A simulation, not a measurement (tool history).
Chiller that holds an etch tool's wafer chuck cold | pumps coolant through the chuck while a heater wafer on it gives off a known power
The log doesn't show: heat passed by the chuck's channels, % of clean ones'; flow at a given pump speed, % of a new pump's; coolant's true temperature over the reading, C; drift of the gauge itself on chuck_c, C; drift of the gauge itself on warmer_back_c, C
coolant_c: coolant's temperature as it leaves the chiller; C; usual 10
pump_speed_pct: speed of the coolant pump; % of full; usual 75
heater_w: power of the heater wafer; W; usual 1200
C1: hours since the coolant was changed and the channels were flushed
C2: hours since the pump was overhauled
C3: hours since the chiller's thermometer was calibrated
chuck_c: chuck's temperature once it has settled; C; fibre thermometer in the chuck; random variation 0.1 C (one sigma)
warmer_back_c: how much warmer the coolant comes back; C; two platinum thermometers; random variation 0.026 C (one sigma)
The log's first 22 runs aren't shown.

run 23 day=130.296 | coolant_c=10 pump_speed_pct=97 heater_w=1632 | C1=1172 C2=10780 C3=1322 | chuck_c=26.2 warmer_back_c=4.19
run 24 day=134.296 | coolant_c=10 pump_speed_pct=97 heater_w=1632 | C1=1267 C2=10876 C3=1418 | chuck_c=26.1 warmer_back_c=4.14
run 25 day=142.500 | coolant_c=10 pump_speed_pct=97 heater_w=1632 | C1=1464 C2=11073 C3=1615 | chuck_c=26.1 warmer_back_c=4.20
run 26 day=147.504 | coolant_c=10 pump_speed_pct=97 heater_w=1632 | C1=1584 C2=11193 C3=1735 | chuck_c=26.3 warmer_back_c=4.18
run 27 day=152.925 | coolant_c=11 pump_speed_pct=86 heater_w=1191 | C1=1715 C2=11323 C3=1865 | chuck_c=24.2 warmer_back_c=3.46
run 28 day=157.271 | coolant_c=15 pump_speed_pct=76 heater_w=811 | C1=1819 C2=11428 C3=1970 | chuck_c=25.0 warmer_back_c=2.76
run 29 day=160.838 | coolant_c=10 pump_speed_pct=61 heater_w=1774 | C1=1904 C2=11513 C3=2055 | chuck_c=35.6 warmer_back_c=7.59
run 30 day=169.229 | coolant_c=10 pump_speed_pct=61 heater_w=1774 | C1=2106 C2=11715 C3=2257 | chuck_c=36.0 warmer_back_c=7.61
run 31 day=176.696 | coolant_c=17 pump_speed_pct=60 heater_w=776 | C1=2285 C2=11894 C3=2436 | chuck_c=28.7 warmer_back_c=3.37
run 32 day=184.171 | coolant_c=3 pump_speed_pct=76 heater_w=776 | C1=2464 C2=12073 C3=2615 | chuck_c=12.9 warmer_back_c=2.60

Forecast each of these 4 alternatives for the next run:
run A day=190.346 | coolant_c=7 pump_speed_pct=73 heater_w=776 | C1=2613 C2=12222 C3=2763 | chuck_c=? warmer_back_c=?
run B day=190.346 | coolant_c=11 pump_speed_pct=61 heater_w=1200 | C1=2613 C2=12222 C3=2763 | chuck_c=? warmer_back_c=?
run C day=190.346 | coolant_c=10 pump_speed_pct=98 heater_w=1179 | C1=2613 C2=12222 C3=2763 | chuck_c=? warmer_back_c=?
run D day=190.346 | coolant_c=5 pump_speed_pct=83 heater_w=605 | C1=2613 C2=12222 C3=2763 | chuck_c=? warmer_back_c=?

run=A chuck_c=17.2 warmer_back_c=2.72
run=B chuck_c=29.0 warmer_back_c=5.22
run=C chuck_c=22.1 warmer_back_c=3.04
run=D chuck_c=12.3 warmer_back_c=1.84
Without the tool's hidden state the same runs would have given:
run=A chuck_c=15.5 warmer_back_c=2.44
run=B chuck_c=26.3 warmer_back_c=4.69
run=C chuck_c=20.2 warmer_back_c=2.73
run=D chuck_c=11.0 warmer_back_c=1.65

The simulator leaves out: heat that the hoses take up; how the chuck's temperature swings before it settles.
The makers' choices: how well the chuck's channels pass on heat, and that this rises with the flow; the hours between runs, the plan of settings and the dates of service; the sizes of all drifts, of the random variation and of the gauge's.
